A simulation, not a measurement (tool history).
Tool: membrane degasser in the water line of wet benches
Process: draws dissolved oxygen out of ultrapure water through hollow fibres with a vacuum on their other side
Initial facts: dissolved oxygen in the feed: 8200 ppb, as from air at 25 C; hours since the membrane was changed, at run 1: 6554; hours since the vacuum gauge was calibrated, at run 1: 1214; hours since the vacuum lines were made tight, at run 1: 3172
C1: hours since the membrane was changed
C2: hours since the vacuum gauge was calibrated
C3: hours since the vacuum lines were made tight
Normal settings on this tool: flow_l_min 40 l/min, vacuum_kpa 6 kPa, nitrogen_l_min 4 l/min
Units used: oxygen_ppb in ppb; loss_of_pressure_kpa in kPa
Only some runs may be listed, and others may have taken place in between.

{"run": 1, "hour": 0.0, "flow_l_min": 40, "vacuum_kpa": 6, "nitrogen_l_min": 4, "C1": 6554, "C2": 1214, "C3": 3172, "oxygen_ppb": 71.6, "loss_of_pressure_kpa": 31.46}
{"run": 2, "hour": 152.5, "flow_l_min": 40, "vacuum_kpa": 6, "nitrogen_l_min": 4, "C1": 6707, "C2": 1366, "C3": 3325, "oxygen_ppb": 70.8, "loss_of_pressure_kpa": 31.66}
{"run": 3, "hour": 267.5, "flow_l_min": 40, "vacuum_kpa": 6, "nitrogen_l_min": 4, "C1": 6822, "C2": 1481, "C3": 3440, "oxygen_ppb": 72.9, "loss_of_pressure_kpa": 31.48}
{"run": 4, "hour": 460.0, "flow_l_min": 40, "vacuum_kpa": 6, "nitrogen_l_min": 4, "C1": 7014, "C2": 1674, "C3": 3632, "oxygen_ppb": 72, "loss_of_pressure_kpa": 31.54}
{"run": 5, "hour": 614.4, "flow_l_min": 40, "vacuum_kpa": 6, "nitrogen_l_min": 4, "C1": 7169, "C2": 1828, "C3": 3787, "oxygen_ppb": 70.4, "loss_of_pressure_kpa": 31.38}
{"run": 6, "hour": 764.3, "flow_l_min": 37, "vacuum_kpa": 6, "nitrogen_l_min": 4, "C1": 7319, "C2": 1978, "C3": 3936, "oxygen_ppb": 64.9, "loss_of_pressure_kpa": 29.42}
{"run": 7, "hour": 926.4, "flow_l_min": 37, "vacuum_kpa": 6, "nitrogen_l_min": 5.54, "C1": 7481, "C2": 2140, "C3": 4099, "oxygen_ppb": 48.8, "loss_of_pressure_kpa": 29.33}
{"run": 8, "hour": 1117.3, "flow_l_min": 37, "vacuum_kpa": 6, "nitrogen_l_min": 5.54, "C1": 7672, "C2": 2331, "C3": 4289, "oxygen_ppb": 48.7, "loss_of_pressure_kpa": 29.38}
{"run": 9, "hour": 1251.7, "flow_l_min": 37, "vacuum_kpa": 6, "nitrogen_l_min": 5.54, "C1": 7806, "C2": 2466, "C3": 4424, "oxygen_ppb": 49, "loss_of_pressure_kpa": 29.33}
{"run": 10, "hour": 1396.9, "flow_l_min": 37, "vacuum_kpa": 6, "nitrogen_l_min": 5.54, "C1": 7951, "C2": 2611, "C3": 4569, "oxygen_ppb": 49, "loss_of_pressure_kpa": 29.11}
{"run": 11, "hour": 1572.9, "flow_l_min": 37, "vacuum_kpa": 6, "nitrogen_l_min": 5.54, "C1": 8127, "C2": 2787, "C3": 4745, "oxygen_ppb": 48.7, "loss_of_pressure_kpa": 28.96}
{"run": 12, "hour": 1710.4, "flow_l_min": 37, "vacuum_kpa": 6, "nitrogen_l_min": 5.54, "C1": 8265, "C2": 2924, "C3": 4883, "oxygen_ppb": 48.3, "loss_of_pressure_kpa": 29.12}
{"run": 13, "hour": 1839.7, "flow_l_min": 37, "vacuum_kpa": 6, "nitrogen_l_min": 5.54, "C1": 8394, "C2": 3054, "C3": 5012, "oxygen_ppb": 49, "loss_of_pressure_kpa": 29.33}
{"run": 14, "hour": 2030.6, "flow_l_min": 40, "vacuum_kpa": 6, "nitrogen_l_min": 4, "C1": 8585, "C2": 3245, "C3": 5203, "oxygen_ppb": 71.2, "loss_of_pressure_kpa": 31.39}
{"run": 15, "hour": 2136.5, "flow_l_min": 40, "vacuum_kpa": 6, "nitrogen_l_min": 4, "C1": 8691, "C2": 3350, "C3": 5309, "oxygen_ppb": 71.2, "loss_of_pressure_kpa": 31.44}
{"run": 16, "hour": 2260.9, "flow_l_min": 40, "vacuum_kpa": 6, "nitrogen_l_min": 4, "C1": 8815, "C2": 3475, "C3": 5433, "oxygen_ppb": 70.8, "loss_of_pressure_kpa": 31.31}
{"run": 17, "hour": 2438.7, "flow_l_min": 40, "vacuum_kpa": 6, "nitrogen_l_min": 2.17, "C1": 8993, "C2": 3653, "C3": 5611, "oxygen_ppb": 119.4, "loss_of_pressure_kpa": 31.36}
{"run": 18, "hour": 2563.6, "flow_l_min": 37, "vacuum_kpa": 8.35, "nitrogen_l_min": 2.44, "C1": 9118, "C2": 3778, "C3": 5736, "oxygen_ppb": 177, "loss_of_pressure_kpa": 28.95}
{"run": 19, "hour": 2651.2, "flow_l_min": 40, "vacuum_kpa": 11.96, "nitrogen_l_min": 9.44, "C1": 9206, "C2": 3865, "C3": 5823, "oxygen_ppb": 94.7, "loss_of_pressure_kpa": 31.15}
{"hour": 2711.1, "done": "vacuum gauge calibrated"}
{"run": 20, "hour": 2769.2, "flow_l_min": 40, "vacuum_kpa": 6, "nitrogen_l_min": 7.15, "C1": 9323, "C2": 58, "C3": 5941, "oxygen_ppb": 43.2, "loss_of_pressure_kpa": 31.61}
{"run": 21, "hour": 2911.6, "flow_l_min": 40, "vacuum_kpa": 6, "nitrogen_l_min": 7.15, "C1": 9466, "C2": 200, "C3": 6083, "oxygen_ppb": 43.8, "loss_of_pressure_kpa": 31.67}
{"run": 22, "hour": 3090.1, "flow_l_min": 40, "vacuum_kpa": 6, "nitrogen_l_min": 2.36, "C1": 9644, "C2": 379, "C3": 6262, "oxygen_ppb": 113.5, "loss_of_pressure_kpa": 31.5}
{"run": 23, "hour": 3183.2, "flow_l_min": 37, "vacuum_kpa": 4.53, "nitrogen_l_min": 2.43, "C1": 9737, "C2": 472, "C3": 6355, "oxygen_ppb": 49.3, "loss_of_pressure_kpa": 29.07}
{"run": 24, "hour": 3316.2, "flow_l_min": 37, "vacuum_kpa": 3.79, "nitrogen_l_min": 2.43, "C1": 9870, "C2": 605, "C3": 6488, "oxygen_ppb": 24.7, "loss_of_pressure_kpa": 29.54}
{"run": 25, "hour": 3427.8, "flow_l_min": 52, "vacuum_kpa": 6, "nitrogen_l_min": 11.17, "C1": 9982, "C2": 717, "C3": 6599, "oxygen_ppb": 49.2, "loss_of_pressure_kpa": 41.14}

Predict the results of run 26:
{"run": 26, "hour": 3602.5, "flow_l_min": 38, "vacuum_kpa": 4.59, "nitrogen_l_min": 3.1, "C1": 10156, "C2": 891, "C3": 6774, "oxygen_ppb": "?", "loss_of_pressure_kpa": "?"}

oxygen_ppb: 44.4 ppb
loss_of_pressure_kpa: 30.12 kPa
Were there no unlogged condition in the tool, this run, its random variation unchanged, would have produced oxygen_ppb 44.2 ppb, loss_of_pressure_kpa 30.06 kPa.
